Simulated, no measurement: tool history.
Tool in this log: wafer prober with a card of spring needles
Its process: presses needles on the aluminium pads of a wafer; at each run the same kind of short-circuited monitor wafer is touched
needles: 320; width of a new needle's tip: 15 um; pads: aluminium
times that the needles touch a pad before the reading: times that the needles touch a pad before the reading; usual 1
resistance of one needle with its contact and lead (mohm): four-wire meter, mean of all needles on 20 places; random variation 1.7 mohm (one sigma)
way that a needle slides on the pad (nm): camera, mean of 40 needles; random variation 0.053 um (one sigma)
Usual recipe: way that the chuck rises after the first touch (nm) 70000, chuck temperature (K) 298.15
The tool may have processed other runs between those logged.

run	day	way that the chuck rises after the first touch (nm)	chuck temperature (K)	times that the needles touch a pad before the reading	resistance of one needle with its contact and lead (mohm)	way that a needle slides on the pad (nm)
1	0	70000	298.15	1	171	10920
# day 0.1: tips cleaned on abrasive film
# day 0.329: tips cleaned on abrasive film
# day 0.571: tips cleaned on abrasive film
2	0.708	70000	298.15	1	173	10920
# day 0.808: tips cleaned on abrasive film
# day 1.038: tips cleaned on abrasive film
# day 1.279: tips cleaned on abrasive film
# day 1.488: tips cleaned on abrasive film
3	1.488	70000	298.15	1	169	11000
# day 1.725: tips cleaned on abrasive film
4	1.875	70000	298.15	2	173	10930
# day 1.925: tips cleaned on abrasive film
# day 2.162: tips cleaned on abrasive film
# day 2.383: tips cleaned on abrasive film
# day 2.604: tips cleaned on abrasive film
5	2.604	70000	298.15	2	174	11000
# day 2.838: tips cleaned on abrasive film
# day 3.067: tips cleaned on abrasive film
6	3.183	70000	298.15	2	175	10850
# day 3.275: tips cleaned on abrasive film
# day 3.5: tips cleaned on abrasive film
# day 3.696: tips cleaned on abrasive film
7	3.771	70000	298.15	1	172	10890
# day 3.921: tips cleaned on abrasive film
# day 4.15: tips cleaned on abrasive film
# day 4.162: height of the first contact set anew
# day 4.396: tips cleaned on abrasive film
# day 4.621: tips cleaned on abrasive film
8	4.621	70000	298.15	1	170	10800
# day 4.858: tips cleaned on abrasive film
# day 5.092: tips cleaned on abrasive film
# day 5.325: tips cleaned on abrasive film
9	5.392	70000	298.15	1	167	10840
# day 5.542: tips cleaned on abrasive film
# day 5.771: tips cleaned on abrasive film
# day 5.975: tips cleaned on abrasive film
10	6.021	62000	298.15	1	172	9550
# day 6.217: tips cleaned on abrasive film
# day 6.45: tips cleaned on abrasive film
11	6.508	62000	298.15	1	174	9580
# day 6.667: tips cleaned on abrasive film
# day 6.879: tips cleaned on abrasive film
# day 7.096: tips cleaned on abrasive film
# day 7.292: tips cleaned on abrasive film
12	7.308	70000	298.15	2	173	10810
# day 7.525: tips cleaned on abrasive film
# day 7.75: tips cleaned on abrasive film
13	7.825	70000	319.15	1	175	10750
# day 7.962: tips cleaned on abrasive film
# day 8.192: tips cleaned on abrasive film
# day 8.421: tips cleaned on abrasive film
14	8.592	70000	319.15	1	177	10860
# day 8.646: tips cleaned on abrasive film
# day 8.858: tips cleaned on abrasive film
# day 9.104: tips cleaned on abrasive film
# day 9.333: tips cleaned on abrasive film
15	9.425	70000	319.15	1	179	10700

Run 16 has not been measured yet. What should we expect?
# day 9.575: tips cleaned on abrasive film
# day 9.775: tips cleaned on abrasive film
16	9.775	70000	319.15	1	?	?

{"run 16": {"resistance of one needle with its contact and lead (mohm)": 176, "way that a needle slides on the pad (nm)": 10630}}
With no hidden state in the tool, this same run would have given resistance of one needle with its contact and lead (mohm) 176, way that a needle slides on the pad (nm) 10910.

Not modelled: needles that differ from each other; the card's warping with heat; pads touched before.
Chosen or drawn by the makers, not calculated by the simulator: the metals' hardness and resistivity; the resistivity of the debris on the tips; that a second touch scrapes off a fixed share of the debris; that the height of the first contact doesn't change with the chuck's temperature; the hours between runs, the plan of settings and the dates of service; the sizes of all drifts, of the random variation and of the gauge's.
